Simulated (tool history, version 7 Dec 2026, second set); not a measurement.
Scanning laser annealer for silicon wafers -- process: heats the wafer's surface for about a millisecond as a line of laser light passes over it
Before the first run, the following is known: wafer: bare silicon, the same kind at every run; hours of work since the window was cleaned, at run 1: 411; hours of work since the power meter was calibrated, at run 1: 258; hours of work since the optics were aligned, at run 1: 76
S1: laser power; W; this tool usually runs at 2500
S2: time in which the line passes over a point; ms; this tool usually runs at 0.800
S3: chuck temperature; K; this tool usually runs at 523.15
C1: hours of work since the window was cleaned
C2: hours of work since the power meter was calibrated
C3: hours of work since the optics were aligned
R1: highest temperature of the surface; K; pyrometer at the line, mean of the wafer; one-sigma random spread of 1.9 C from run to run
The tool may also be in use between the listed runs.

Run 1, hour 0.0: usual settings; C1 411; C2 258; C3 76. Result: R1 1342.15 K.
Run 2, hour 9.7: usual settings; C1 417; C2 264; C3 82. Result: R1 1338.15 K.
Run 3, hour 29.9: usual settings; C1 430; C2 277; C3 95. Result: R1 1337.15 K.
Run 4, hour 49.3: usual settings; C1 443; C2 290; C3 107. Result: R1 1338.15 K.
Run 5, hour 63.1: usual settings but S3 553.15 K; C1 452; C2 298; C3 116. Result: R1 1364.15 K.
Run 6, hour 75.1: usual settings but S2 0.903 ms, S3 553.15 K; C1 459; C2 306; C3 124. Result: R1 1426.15 K.
Run 7, hour 84.3: usual settings but S3 505.15 K; C1 465; C2 312; C3 130. Result: R1 1316.15 K.
Run 8, hour 96.1: usual settings but S3 505.15 K; C1 473; C2 319; C3 137. Result: R1 1314.15 K.
Run 9, hour 110.5: usual settings but S3 505.15 K; C1 482; C2 329; C3 146. Result: R1 1315.15 K.
Run 10, hour 122.7: usual settings but S3 505.15 K; C1 490; C2 336; C3 154. Result: R1 1316.15 K.
Run 11, hour 136.1: usual settings but S3 505.15 K; C1 498; C2 345; C3 163. Result: R1 1316.15 K.
Run 12, hour 147.9: usual settings but S3 496.15 K; C1 506; C2 352; C3 170. Result: R1 1309.15 K.
Run 13, hour 157.5: usual settings but S3 560.15 K; C1 512; C2 359; C3 176. Result: R1 1371.15 K.
Run 14, hour 177.3: usual settings but S3 560.15 K; C1 524; C2 371; C3 189. Result: R1 1367.15 K.
Run 15, hour 189.0: usual settings but S3 560.15 K; C1 532; C2 379; C3 196. Result: R1 1372.15 K.
Run 16, hour 206.6: usual settings but S3 552.15 K; C1 543; C2 390; C3 208. Result: R1 1362.15 K.
Run 17, hour 220.9: usual settings but S3 552.15 K; C1 552; C2 399; C3 217. Result: R1 1357.15 K.
Run 18, hour 229.4: usual settings but S3 552.15 K; C1 558; C2 404; C3 222. Result: R1 1360.15 K.
At hour 235.3: optics aligned, line set to its width.
Run 19, hour 246.2: usual settings but S3 552.15 K; C1 565; C2 412; C3 7. Result: R1 1357.15 K.
Run 20, hour 259.7: usual settings but S1 2690 W; C1 574; C2 421; C3 16. Result: R1 1401.15 K.
Run 21, hour 275.4: usual settings but S1 2690 W; C1 584; C2 431; C3 26. Result: R1 1400.15 K.
At hour 288.3: optics aligned, line set to its width, once more.
Run 22, hour 297.6: usual settings but S2 0.745 ms; C1 595; C2 442; C3 6. Result: R1 1298.15 K.
Run 23, hour 315.3: usual settings but S1 2497 W, S2 1.000 ms, S3 526.15 K; C1 606; C2 453; C3 17. Result: R1 1441.15 K.
Run 24, hour 327.0: usual settings but S1 2336 W, S2 0.894 ms, S3 539.15 K; C1 614; C2 460; C3 25. Result: R1 1331.15 K.
Run 25, hour 345.7: usual settings but S1 2165 W, S2 0.894 ms, S3 491.15 K; C1 626; C2 472; C3 37. Result: R1 1219.15 K.
Run 26, hour 364.8: usual settings but S1 2304 W, S2 0.894 ms, S3 487.15 K; C1 638; C2 484; C3 49. Result: R1 1272.15 K.
Run 27, hour 373.4: usual settings but S1 2396 W; C1 643; C2 490; C3 54. Result: R1 1285.15 K.
Run 28, hour 393.4: usual settings but S1 2396 W; C1 656; C2 503; C3 67. Result: R1 1288.15 K.
Run 29, hour 408.8: usual settings but S1 2254 W, S2 0.886 ms, S3 515.15 K; C1 666; C2 513; C3 77. Result: R1 1268.15 K.
Run 30, hour 427.3: usual settings but S1 2159 W, S2 0.962 ms, S3 515.15 K; C1 678; C2 524; C3 89. Result: R1 1263.15 K.
Run 31, hour 443.0: usual settings but S1 2334 W, S2 0.978 ms, S3 527.15 K; C1 688; C2 534; C3 99. Result: R1 1357.15 K.
Run 32, hour 462.1: usual settings but S1 2334 W, S2 0.978 ms, S3 527.15 K; C1 700; C2 547; C3 111. Result: R1 1358.15 K.
Run 33, hour 472.9: usual settings but S1 2281 W, S2 0.571 ms, S3 516.15 K; C1 707; C2 553; C3 118. Result: R1 1105.15 K.
Run 34, hour 489.8: usual settings but S1 2650 W, S2 0.864 ms, S3 494.15 K; C1 717; C2 564; C3 129. Result: R1 1387.15 K.
Run 35, hour 506.8: usual settings but S1 2650 W, S2 0.864 ms, S3 494.15 K; C1 728; C2 575; C3 139. Result: R1 1387.15 K.
Run 36, hour 517.7: usual settings but S1 2326 W; C1 735; C2 582; C3 146. Result: R1 1254.15 K.
Run 37, hour 531.2: usual settings but S1 2204 W, S2 0.735 ms; C1 744; C2 591; C3 155. Result: R1 1175.15 K.
Run 38, hour 546.7: usual settings but S2 0.813 ms, S3 533.15 K; C1 754; C2 601; C3 165. Result: R1 1336.15 K.
At hour 562.7: window over the wafer cleaned.
Run 39, hour 562.7: usual settings but S1 2718 W, S3 534.15 K; C1 0; C2 610; C3 174. Result: R1 1460.15 K.
Run 40, hour 571.3: usual settings but S1 2548 W, S2 0.874 ms, S3 514.15 K; C1 5; C2 615; C3 179. Result: R1 1416.15 K.

Hidden state or all else? Some run-to-run changes of R1, split into what the settings, what came in and random variation would give without the hidden state, and what is left for the hidden state (with any gauge scatter that isn't in both results):
What the log doesn't record here: light that passes the window, % of a clean one's; laser's true power over the reading, %; width of the line over the set one, %; drift of the gauge itself on peak_c, C.
Run 32 -> 33: S1 2334 -> 2281, S2 0.978 -> 0.571, S3 527.15 -> 516.15. R1 -253.00 K: hidden state +15.00, all else -268.00.
Run 33 -> 34: S1 2281 -> 2650, S2 0.571 -> 0.864, S3 516.15 -> 494.15. R1 +282.00 K: hidden state -19.00, all else +301.00.
Run 37 -> 38: S1 2204 -> 2500, S2 0.735 -> 0.813, S3 523.15 -> 533.15. R1 +161.00 K: hidden state -10.00, all else +171.00.
Run 38 -> 39: S1 2500 -> 2718, S2 0.813 -> 0.800, S3 533.15 -> 534.15, window over the wafer cleaned. R1 +124.00 K: hidden state +44.00, all else +80.00.
